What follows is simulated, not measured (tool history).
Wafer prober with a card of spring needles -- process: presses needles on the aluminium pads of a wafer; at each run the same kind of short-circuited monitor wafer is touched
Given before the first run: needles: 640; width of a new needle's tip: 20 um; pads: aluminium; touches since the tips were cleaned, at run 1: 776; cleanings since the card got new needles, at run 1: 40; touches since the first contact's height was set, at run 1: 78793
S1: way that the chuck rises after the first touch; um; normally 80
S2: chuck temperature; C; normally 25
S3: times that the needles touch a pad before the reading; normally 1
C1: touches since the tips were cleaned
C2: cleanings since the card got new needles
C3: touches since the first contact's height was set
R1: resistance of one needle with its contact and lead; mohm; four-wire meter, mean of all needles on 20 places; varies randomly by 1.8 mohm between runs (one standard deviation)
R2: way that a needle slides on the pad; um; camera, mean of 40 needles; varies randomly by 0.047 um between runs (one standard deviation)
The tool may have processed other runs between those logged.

run   hour  S1   S2  S3    C1  C2     C3   R1     R2
  1    0.0  80   25   1   776  40  78793  183  15.53
       3.3  -- tips cleaned on abrasive film
       8.7  -- tips cleaned on abrasive film
  2    9.4  80   25   1   247  42  82090  186  15.55
      14.3  -- tips cleaned on abrasive film
  3   17.6  85   25   1  1201  43  85031  184  16.40
      20.2  -- tips cleaned on abrasive film
      25.4  -- tips cleaned on abrasive film
  4   25.8  80   25   2   152  45  87899  181  15.61
      30.6  -- tips cleaned on abrasive film
  5   30.6  80   25   2     0  46  89575  185  15.49
      36.0  -- tips cleaned on abrasive film
  6   39.4  80   25   1  1242  47  92735  184  15.46
      41.7  -- tips cleaned on abrasive film
      42.0  -- height of the first contact set anew
      47.6  -- tips cleaned on abrasive film
  7   50.3  80   25   1   972  49   2965  185  15.53
      52.9  -- tips cleaned on abrasive film
      58.0  -- tips cleaned on abrasive film
  8   58.0  97   25   1     0  51   5671  182  18.73
      63.5  -- tips cleaned on abrasive film
  9   63.6  97   25   1    25  52   7628  183  18.70
      69.3  -- tips cleaned on abrasive film
 10   70.8  80   25   1   552  53  10202  183  15.44
      74.5  -- tips cleaned on abrasive film
 11   78.4  80   25   1  1385  54  12887  184  15.34
      80.0  -- tips cleaned on abrasive film
      85.7  -- tips cleaned on abrasive film
 12   87.8  80   25   1   742  56  16186  183  15.26
      90.9  -- tips cleaned on abrasive film
      96.6  -- tips cleaned on abrasive film
 13   98.2  80   85   2   589  58  19892  195  15.32
     101.8  -- tips cleaned on abrasive film
     107.4  -- tips cleaned on abrasive film
 14  107.8  80   85   2   148  60  23270  199  15.34
     112.9  -- tips cleaned on abrasive film
 15  114.5  80   85   2   591  61  25651  200  15.23
     118.1  -- tips cleaned on abrasive film
 16  120.9  80   85   2  1019  62  27919  194  15.26
     123.6  -- tips cleaned on abrasive film
     129.2  -- tips cleaned on abrasive film
 17  130.8  83  105   2   587  64  31395  197  15.89
     135.3  -- tips cleaned on abrasive film
 18  136.8  81   25   2   553  65  33533  185  15.48
     139.4  -- gauge calibrated
     140.8  -- tips cleaned on abrasive film
 19  143.2  77  102   2   867  66  35777  198  15.01
     146.2  -- tips cleaned on abrasive film
     152.2  -- tips cleaned on abrasive film
 20  153.3  61   28   1   389  68  39358  188  11.81
     157.7  -- tips cleaned on abrasive film
 21  159.7  62   62   1   720  69  41608  200  12.06
     163.0  -- tips cleaned on abrasive film
     168.2  -- tips cleaned on abrasive film
 22  168.2  80   48   2     0  71  44601  187  15.44
     173.5  -- tips cleaned on abrasive film
 23  174.2  80   48   2   256  72  46736  190  15.50
     179.2  -- tips cleaned on abrasive film
 24  183.5  80   48   1  1550  73  50055  190  15.55

Consider 5 possible next runs. They are alternatives, not a sequence: every one starts from the tool as it was left by run 24. What does each give?
     184.9  -- tips cleaned on abrasive film
     190.1  -- tips cleaned on abrasive film
  A  190.2  97  51   2  27  75  52375   ?   ?
     184.9  -- tips cleaned on abrasive film
     190.1  -- tips cleaned on abrasive film
  B  190.2  92  48   2  27  75  52375   ?   ?
     184.9  -- tips cleaned on abrasive film
     190.1  -- tips cleaned on abrasive film
  C  190.2  80  40   1  27  75  52375   ?   ?
     184.9  -- tips cleaned on abrasive film
     190.1  -- tips cleaned on abrasive film
  D  190.2  78  77   2  27  75  52375   ?   ?
     184.9  -- tips cleaned on abrasive film
     190.1  -- tips cleaned on abrasive film
  E  190.2  80  45   1  27  75  52375   ?   ?

run   R1     R2
  A  186  18.70
  B  187  17.77
  C  188  15.47
  D  198  15.05
  E  191  15.45
Stripped of hidden state, with their random variation kept, the same runs would have yielded:
run   R1     R2
  A  186  18.84
  B  187  17.91
  C  188  15.59
  D  198  15.17
  E  191  15.57

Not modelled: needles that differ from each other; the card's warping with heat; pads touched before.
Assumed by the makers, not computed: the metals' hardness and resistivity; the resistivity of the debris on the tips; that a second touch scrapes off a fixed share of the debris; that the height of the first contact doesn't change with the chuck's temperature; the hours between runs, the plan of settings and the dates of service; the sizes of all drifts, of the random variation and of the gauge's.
